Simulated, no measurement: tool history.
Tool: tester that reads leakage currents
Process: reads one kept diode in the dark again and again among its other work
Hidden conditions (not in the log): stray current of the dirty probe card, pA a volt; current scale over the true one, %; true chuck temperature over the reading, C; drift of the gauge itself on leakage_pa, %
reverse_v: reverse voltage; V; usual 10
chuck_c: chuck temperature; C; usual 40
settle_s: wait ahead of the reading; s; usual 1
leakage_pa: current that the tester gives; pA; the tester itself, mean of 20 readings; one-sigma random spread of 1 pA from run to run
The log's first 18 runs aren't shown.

run     day  reverse_v  chuck_c  settle_s  hours of work since the probe card was cleaned  hours of work since the tester was calibrated  hours of work since the chuck was calibrated  leakage_pa
 19  41.354         10       24         1                                            1810                                           2415                                          1299      127.32
 20  43.521         10       41         1                                            1837                                           2441                                          1326      402.32
 21  46.696        1.7       39      1.34                                            1875                                           2480                                          1364      200.58
     47.025  -- chuck's temperature calibrated
 22  49.871        1.7       39      1.34                                            1913                                           2518                                            35      207.04
 23  51.654        1.7       39      1.34                                            1935                                           2540                                            57      206.71
 24      54        1.2       39      0.93                                            1964                                           2568                                            85      184.38
 25  55.775        9.6       44      0.83                                            1985                                           2590                                           107       499.7
 26  58.383        9.6       44      0.83                                            2017                                           2622                                           139      500.56
 27  61.225        9.6       44      0.83                                            2052                                           2657                                           173      497.38
 28  63.342        9.6       44      0.83                                            2078                                           2682                                           199      502.31
     66.092  -- chuck's temperature calibrated, once more
 29  66.783        9.6       44      0.83                                            2119                                           2723                                             8      434.96
 30  68.854          2       39      2.39                                            2144                                           2749                                            34      187.67
 31  71.604        1.3       29      1.92                                            2177                                           2782                                            67       82.26
 32    74.5        2.8       35      0.46                                            2213                                           2818                                           103      161.65
 33    76.2        2.8       35      0.46                                            2234                                           2838                                           123      161.95
 34  77.654        2.8       35      0.46                                            2251                                           2856                                           141      161.86
 35  80.725        2.8       35      0.46                                            2289                                           2894                                           179      163.03
 36  83.812        5.9       29         1                                            2326                                           2931                                           216      137.16
 37  85.796        4.1       40      0.98                                            2351                                           2956                                           241      258.47

What if the next run were any one of these 3? Each begins from the tool's condition after run 37:
  A  87.308        3.4       40         1                                            2369                                           2974                                           259           ?
  B  87.308       16.2       40       0.5                                            2369                                           2974                                           259           ?
  C  87.308        3.3       40      0.98                                            2369                                           2974                                           259           ?

run  leakage_pa
  A      242.28
  B      408.24
  C      241.51
With no hidden state in the tool, these same runs would have given:
run  leakage_pa
  A      240.32
  B      394.68
  C      239.62
